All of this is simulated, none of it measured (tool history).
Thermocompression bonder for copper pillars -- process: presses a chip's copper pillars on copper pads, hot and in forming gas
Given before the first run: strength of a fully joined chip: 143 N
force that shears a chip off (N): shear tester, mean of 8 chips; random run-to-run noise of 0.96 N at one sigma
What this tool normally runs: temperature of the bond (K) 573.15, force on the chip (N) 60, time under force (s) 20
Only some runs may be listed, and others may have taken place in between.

run,hour,temperature of the bond (K),force on the chip (N),time under force (s),force that shears a chip off (N)
1,0.0,573.15,60,20,85.6
2,27.8,600.15,60,20,104.9
3,52.6,600.15,60,20,102.5
4,78.1,573.15,39,20,70.5
5,102.5,573.15,60,27,92.6
6,128.3,573.15,60,17,78.0
7,140.1,573.15,60,17,77.5
8,166.9,573.15,60,20,83.0
# hour 184.1: forming gas filter changed
9,189.8,573.15,60,20,90.8
10,208.7,573.15,60,20,90.0
# hour 212.4: force cell calibrated
11,236.0,573.15,60,20,90.1
12,263.8,573.15,60,20,90.1

Predict the results of run 13:
13,283.9,564.15,72,22,?

{"run 13": {"force that shears a chip off (N)": 88.8}}
Without the tool's hidden state the same run would have given force that shears a chip off (N) 89.4.

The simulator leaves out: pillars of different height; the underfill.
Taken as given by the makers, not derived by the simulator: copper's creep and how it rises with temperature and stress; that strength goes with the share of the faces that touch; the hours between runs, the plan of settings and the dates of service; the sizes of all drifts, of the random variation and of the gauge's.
